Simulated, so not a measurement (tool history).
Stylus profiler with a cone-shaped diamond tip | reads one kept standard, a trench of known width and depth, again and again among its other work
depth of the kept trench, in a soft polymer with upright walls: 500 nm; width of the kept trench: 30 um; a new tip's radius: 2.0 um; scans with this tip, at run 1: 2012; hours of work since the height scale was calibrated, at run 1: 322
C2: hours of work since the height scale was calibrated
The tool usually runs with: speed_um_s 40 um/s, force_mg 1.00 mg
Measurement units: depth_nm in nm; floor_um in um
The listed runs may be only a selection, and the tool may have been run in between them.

{"run": 1, "hour": 0.0, "speed_um_s": 40, "force_mg": 1.0, "scans with this tip": 2012, "C2": 322, "depth_nm": 502.23, "floor_um": 27.06}
{"run": 2, "hour": 74.2, "speed_um_s": 40, "force_mg": 1.0, "scans with this tip": 2197, "C2": 352, "depth_nm": 502.07, "floor_um": 27.03}
{"run": 3, "hour": 125.7, "speed_um_s": 40, "force_mg": 1.0, "scans with this tip": 2326, "C2": 373, "depth_nm": 501.82, "floor_um": 27.02}
{"run": 4, "hour": 166.4, "speed_um_s": 40, "force_mg": 1.0, "scans with this tip": 2428, "C2": 389, "depth_nm": 502.23, "floor_um": 27.07}
{"run": 5, "hour": 239.2, "speed_um_s": 11, "force_mg": 1.0, "scans with this tip": 2610, "C2": 418, "depth_nm": 502.03, "floor_um": 27.26}
{"run": 6, "hour": 291.8, "speed_um_s": 40, "force_mg": 1.96, "scans with this tip": 2741, "C2": 439, "depth_nm": 503.33, "floor_um": 27.14}
{"run": 7, "hour": 333.0, "speed_um_s": 40, "force_mg": 1.96, "scans with this tip": 2844, "C2": 456, "depth_nm": 503.47, "floor_um": 27.17}
{"run": 8, "hour": 364.2, "speed_um_s": 18, "force_mg": 1.0, "scans with this tip": 2922, "C2": 468, "depth_nm": 501.89, "floor_um": 27.21}
{"run": 9, "hour": 416.4, "speed_um_s": 40, "force_mg": 1.0, "scans with this tip": 3052, "C2": 489, "depth_nm": 502.44, "floor_um": 27.08}
{"run": 10, "hour": 480.4, "speed_um_s": 40, "force_mg": 1.0, "scans with this tip": 3212, "C2": 515, "depth_nm": 502.13, "floor_um": 27.07}
{"run": 11, "hour": 518.4, "speed_um_s": 40, "force_mg": 1.0, "scans with this tip": 3307, "C2": 530, "depth_nm": 502.27, "floor_um": 27.11}
{"run": 12, "hour": 553.2, "speed_um_s": 40, "force_mg": 1.0, "scans with this tip": 3394, "C2": 544, "depth_nm": 502.19, "floor_um": 27.02}
{"run": 13, "hour": 594.5, "speed_um_s": 40, "force_mg": 1.0, "scans with this tip": 3497, "C2": 560, "depth_nm": 501.89, "floor_um": 27.04}
{"run": 14, "hour": 655.9, "speed_um_s": 40, "force_mg": 2.69, "scans with this tip": 3650, "C2": 585, "depth_nm": 504.36, "floor_um": 27.19}
{"run": 15, "hour": 710.2, "speed_um_s": 40, "force_mg": 2.69, "scans with this tip": 3786, "C2": 607, "depth_nm": 504.08, "floor_um": 27.18}
{"run": 16, "hour": 741.5, "speed_um_s": 69, "force_mg": 1.0, "scans with this tip": 3864, "C2": 619, "depth_nm": 501.79, "floor_um": 26.94}
{"run": 17, "hour": 808.4, "speed_um_s": 69, "force_mg": 1.39, "scans with this tip": 4031, "C2": 646, "depth_nm": 502.73, "floor_um": 26.93}
{"run": 18, "hour": 857.8, "speed_um_s": 40, "force_mg": 1.0, "scans with this tip": 4155, "C2": 666, "depth_nm": 502.41, "floor_um": 27.04}
{"run": 19, "hour": 927.9, "speed_um_s": 58, "force_mg": 2.41, "scans with this tip": 4330, "C2": 694, "depth_nm": 503.85, "floor_um": 27.1}
{"run": 20, "hour": 998.7, "speed_um_s": 53, "force_mg": 0.45, "scans with this tip": 4507, "C2": 722, "depth_nm": 501.38, "floor_um": 26.8}
{"run": 21, "hour": 1051.0, "speed_um_s": 12, "force_mg": 0.48, "scans with this tip": 4637, "C2": 743, "depth_nm": 501.35, "floor_um": 27.17}
{"run": 22, "hour": 1087.7, "speed_um_s": 18, "force_mg": 1.99, "scans with this tip": 4729, "C2": 758, "depth_nm": 503.35, "floor_um": 27.28}
{"run": 23, "hour": 1120.6, "speed_um_s": 18, "force_mg": 1.99, "scans with this tip": 4811, "C2": 771, "depth_nm": 503.46, "floor_um": 27.28}
{"run": 24, "hour": 1178.0, "speed_um_s": 18, "force_mg": 1.99, "scans with this tip": 4955, "C2": 794, "depth_nm": 503.4, "floor_um": 27.34}
{"run": 25, "hour": 1221.9, "speed_um_s": 18, "force_mg": 1.99, "scans with this tip": 5064, "C2": 812, "depth_nm": 503.23, "floor_um": 27.23}
{"run": 26, "hour": 1252.6, "speed_um_s": 22, "force_mg": 0.91, "scans with this tip": 5141, "C2": 824, "depth_nm": 502.03, "floor_um": 27.18}
{"run": 27, "hour": 1284.7, "speed_um_s": 22, "force_mg": 0.91, "scans with this tip": 5221, "C2": 837, "depth_nm": 502.07, "floor_um": 27.18}
{"run": 28, "hour": 1340.4, "speed_um_s": 22, "force_mg": 0.91, "scans with this tip": 5360, "C2": 859, "depth_nm": 501.97, "floor_um": 27.18}
{"run": 29, "hour": 1381.4, "speed_um_s": 112, "force_mg": 1.74, "scans with this tip": 5463, "C2": 875, "depth_nm": 503.3, "floor_um": 26.77}
{"run": 30, "hour": 1429.0, "speed_um_s": 25, "force_mg": 2.08, "scans with this tip": 5582, "C2": 894, "depth_nm": 503.49, "floor_um": 27.25}
{"run": 31, "hour": 1502.4, "speed_um_s": 37, "force_mg": 1.16, "scans with this tip": 5765, "C2": 924, "depth_nm": 502.55, "floor_um": 27.13}
{"run": 32, "hour": 1555.9, "speed_um_s": 37, "force_mg": 0.87, "scans with this tip": 5899, "C2": 945, "depth_nm": 501.96, "floor_um": 27.09}
{"hour": 1592.7, "done": "height scale calibrated on a step standard"}
{"run": 33, "hour": 1611.7, "speed_um_s": 39, "force_mg": 0.36, "scans with this tip": 6037, "C2": 8, "depth_nm": 500.9, "floor_um": 26.92}
{"run": 34, "hour": 1651.6, "speed_um_s": 13, "force_mg": 1.92, "scans with this tip": 6136, "C2": 24, "depth_nm": 503.39, "floor_um": 27.31}
{"run": 35, "hour": 1713.0, "speed_um_s": 24, "force_mg": 1.35, "scans with this tip": 6290, "C2": 48, "depth_nm": 502.42, "floor_um": 27.21}

Each row is a separate what-if for the run after 35, all from the same tool condition, not one after another. Results?
{"run": "A", "hour": 1768.5, "speed_um_s": 58, "force_mg": 1.35, "scans with this tip": 6428, "C2": 70, "depth_nm": "?", "floor_um": "?"}
{"run": "B", "hour": 1768.5, "speed_um_s": 52, "force_mg": 1.35, "scans with this tip": 6428, "C2": 70, "depth_nm": "?", "floor_um": "?"}
{"run": "C", "hour": 1768.5, "speed_um_s": 140, "force_mg": 0.41, "scans with this tip": 6428, "C2": 70, "depth_nm": "?", "floor_um": "?"}
{"run": "D", "hour": 1768.5, "speed_um_s": 136, "force_mg": 1.95, "scans with this tip": 6428, "C2": 70, "depth_nm": "?", "floor_um": "?"}

run=A depth_nm=502.34 floor_um=27.06
run=B depth_nm=502.74 floor_um=27.01
run=C depth_nm=501.31 floor_um=25.79
run=D depth_nm=503.11 floor_um=26.71
With the hidden condition removed and each run's random variation left untouched, the same runs would have given:
run=A depth_nm=502.34 floor_um=27.07
run=B depth_nm=502.74 floor_um=27.02
run=C depth_nm=501.31 floor_um=25.80
run=D depth_nm=503.11 floor_um=26.72
